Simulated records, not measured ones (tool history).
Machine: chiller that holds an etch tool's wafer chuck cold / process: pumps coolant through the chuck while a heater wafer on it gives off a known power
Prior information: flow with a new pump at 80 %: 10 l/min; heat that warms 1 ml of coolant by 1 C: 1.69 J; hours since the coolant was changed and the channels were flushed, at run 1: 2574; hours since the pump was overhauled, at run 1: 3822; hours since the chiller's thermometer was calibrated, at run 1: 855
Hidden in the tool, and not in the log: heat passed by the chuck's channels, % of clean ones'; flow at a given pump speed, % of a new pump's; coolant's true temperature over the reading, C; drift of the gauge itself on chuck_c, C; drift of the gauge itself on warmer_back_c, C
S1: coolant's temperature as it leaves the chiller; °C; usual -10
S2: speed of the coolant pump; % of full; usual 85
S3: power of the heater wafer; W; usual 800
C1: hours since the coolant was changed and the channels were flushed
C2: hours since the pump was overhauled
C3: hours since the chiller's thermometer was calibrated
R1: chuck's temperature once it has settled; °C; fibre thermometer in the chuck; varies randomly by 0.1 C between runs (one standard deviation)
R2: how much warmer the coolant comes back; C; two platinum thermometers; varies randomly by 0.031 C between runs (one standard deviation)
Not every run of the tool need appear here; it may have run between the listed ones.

run 1 day=0.000 | S1=-10 S2=85 S3=800 | C1=2574 C2=3822 C3=855 | R1=-3.5 R2=2.81
run 2 day=3.412 | S1=-10 S2=85 S3=800 | C1=2656 C2=3904 C3=937 | R1=-3.4 R2=2.79
run 3 day=8.754 | S1=-10 S2=85 S3=800 | C1=2784 C2=4032 C3=1066 | R1=-3.8 R2=2.83
run 4 day=13.517 | S1=-10 S2=85 S3=800 | C1=2899 C2=4146 C3=1180 | R1=-3.4 R2=2.78
run 5 day=18.962 | S1=-10 S2=85 S3=800 | C1=3029 C2=4277 C3=1311 | R1=-3.5 R2=2.79
run 6 day=22.712 | S1=-10 S2=85 S3=800 | C1=3119 C2=4367 C3=1401 | R1=-3.5 R2=2.89
run 7 day=27.975 | S1=-10 S2=85 S3=800 | C1=3246 C2=4493 C3=1527 | R1=-3.4 R2=2.85
run 8 day=31.271 | S1=-10 S2=85 S3=1075 | C1=3325 C2=4572 C3=1606 | R1=-1.1 R2=3.78
run 9 day=35.467 | S1=-10 S2=85 S3=1075 | C1=3425 C2=4673 C3=1707 | R1=-1.0 R2=3.79
run 10 day=40.225 | S1=-10 S2=85 S3=800 | C1=3540 C2=4787 C3=1821 | R1=-3.3 R2=2.89
run 11 day=42.504 | S1=-10 S2=72 S3=800 | C1=3594 C2=4842 C3=1876 | R1=-2.3 R2=3.35
-- day=42.988 chiller's thermometer calibrated
run 12 day=45.817 | S1=-10 S2=72 S3=800 | C1=3673 C2=4920 C3=68 | R1=-2.0 R2=3.31
run 13 day=48.575 | S1=-10 S2=85 S3=403 | C1=3739 C2=4986 C3=134 | R1=-6.3 R2=1.47
-- day=51.088 chiller's thermometer calibrated, once more
run 14 day=54.000 | S1=-10 S2=68 S3=403 | C1=3868 C2=5116 C3=70 | R1=-5.9 R2=1.80
run 15 day=58.600 | S1=-16 S2=61 S3=763 | C1=3979 C2=5226 C3=180 | R1=-7.4 R2=3.90
run 16 day=61.546 | S1=-16 S2=61 S3=763 | C1=4049 C2=5297 C3=251 | R1=-7.5 R2=3.84
run 17 day=66.362 | S1=-16 S2=61 S3=763 | C1=4165 C2=5412 C3=367 | R1=-7.3 R2=3.87
run 18 day=69.804 | S1=-16 S2=61 S3=763 | C1=4248 C2=5495 C3=449 | R1=-7.3 R2=3.90
run 19 day=72.767 | S1=-10 S2=99 S3=824 | C1=4319 C2=5566 C3=520 | R1=-4.0 R2=2.48
run 20 day=75.788 | S1=-10 S2=99 S3=401 | C1=4391 C2=5639 C3=593 | R1=-7.0 R2=1.25
run 21 day=79.596 | S1=-10 S2=99 S3=401 | C1=4482 C2=5730 C3=684 | R1=-7.1 R2=1.19
run 22 day=82.862 | S1=-10 S2=99 S3=401 | C1=4561 C2=5808 C3=763 | R1=-6.9 R2=1.27
run 23 day=85.988 | S1=-11 S2=73 S3=686 | C1=4636 C2=5883 C3=838 | R1=-4.4 R2=2.88

Here are 3 independent what-if runs from the current tool condition. What would each one return?
run A day=90.738 | S1=-16 S2=90 S3=924 | C1=4750 C2=5997 C3=952 | R1=? R2=?
run B day=90.738 | S1=-5 S2=97 S3=800 | C1=4750 C2=5997 C3=952 | R1=? R2=?
run C day=90.738 | S1=-10 S2=80 S3=419 | C1=4750 C2=5997 C3=952 | R1=? R2=?

run=A R1=-8.6 R2=3.11
run=B R1=1.0 R2=2.53
run=C R1=-6.2 R2=1.60
The same runs, with their run-to-run variation unchanged, on a tool lacking any hidden condition would have given:
run=A R1=-9.7 R2=2.87
run=B R1=0.1 R2=2.34
run=C R1=-6.8 R2=1.48
